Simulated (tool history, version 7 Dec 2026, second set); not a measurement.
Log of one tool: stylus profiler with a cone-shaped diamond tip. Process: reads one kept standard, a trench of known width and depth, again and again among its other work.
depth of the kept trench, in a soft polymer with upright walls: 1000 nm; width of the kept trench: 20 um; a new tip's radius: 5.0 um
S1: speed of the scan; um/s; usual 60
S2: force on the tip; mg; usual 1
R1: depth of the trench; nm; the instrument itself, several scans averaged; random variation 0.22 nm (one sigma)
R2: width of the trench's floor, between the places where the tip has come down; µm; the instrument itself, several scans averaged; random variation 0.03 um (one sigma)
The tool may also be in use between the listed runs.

Run 1, hour 0: usual settings. Result: R1 1004.37 nm, R2 11.87 µm.
Run 2, hour 62.5: usual settings. Result: R1 1004.13 nm, R2 11.66 µm.
Run 3, hour 121.5: usual settings. Result: R1 1004.66 nm, R2 11.58 µm.
Run 4, hour 151.5: usual settings. Result: R1 1004.8 nm, R2 11.44 µm.
Run 5, hour 181: usual settings. Result: R1 1004.43 nm, R2 11.42 µm.
Run 6, hour 243.5: usual settings. Result: R1 1005.04 nm, R2 11.2 µm.
Run 7, hour 291.6: usual settings. Result: R1 1004.63 nm, R2 11.09 µm.
Run 8, hour 359.6: usual settings. Result: R1 1005.12 nm, R2 10.92 µm.
Run 9, hour 398.4: usual settings. Result: R1 1005.5 nm, R2 10.85 µm.
Run 10, hour 438.6: usual settings. Result: R1 1004.69 nm, R2 10.68 µm.
Run 11, hour 485.3: usual settings but S2 2.19 mg. Result: R1 1008.46 nm, R2 10.8 µm.
Run 12, hour 533.6: usual settings but S2 2.19 mg. Result: R1 1008.49 nm, R2 10.72 µm.
Run 13, hour 592.4: usual settings but S2 2.19 mg. Result: R1 1009.06 nm, R2 10.55 µm.
Run 14, hour 634.1: usual settings but S1 33 um/s, S2 0.77 mg. Result: R1 1005 nm, R2 10.54 µm.
Run 15, hour 693.8: usual settings but S1 33 um/s, S2 0.77 mg. Result: R1 1004.7 nm, R2 10.42 µm.
Run 16, hour 727.2: usual settings but S1 20 um/s, S2 1.05 mg. Result: R1 1005.76 nm, R2 10.5 µm.
Run 17, hour 759.1: usual settings but S1 213 um/s, S2 0.44 mg. Result: R1 1004.17 nm, R2 7.79 µm.
Run 18, hour 809.8: usual settings but S1 213 um/s, S2 0.44 mg. Result: R1 1003.88 nm, R2 7.66 µm.
Run 19, hour 849.3: usual settings but S1 221 um/s, S2 0.35 mg. Result: R1 1003.54 nm, R2 7.1 µm.
Run 20, hour 908.5: usual settings but S1 79 um/s, S2 0.57 mg. Result: R1 1003.63 nm, R2 13.08 µm.
Run 21, hour 940.7: usual settings but S1 34 um/s, S2 2.16 mg. Result: R1 1008.33 nm, R2 13.65 µm.
Run 22, hour 972.5: usual settings but S1 29 um/s. Result: R1 1005.14 nm, R2 13.52 µm.

Not shown: 1 entry that the log had between the listed runs. Between which runs, and how does the tool's hidden state differ before and after?
Between runs 19 and 20: new tip fitted, height scale calibrated (hour 908.5)
  radius of the tip, um: 12.02 -> 5.06; height scale over the true one, %: 0.144 -> 0.047
  measured less the result without the state, R1: +1.44 -> +0.47 nm; R2: -3.6 -> -0.04 µm

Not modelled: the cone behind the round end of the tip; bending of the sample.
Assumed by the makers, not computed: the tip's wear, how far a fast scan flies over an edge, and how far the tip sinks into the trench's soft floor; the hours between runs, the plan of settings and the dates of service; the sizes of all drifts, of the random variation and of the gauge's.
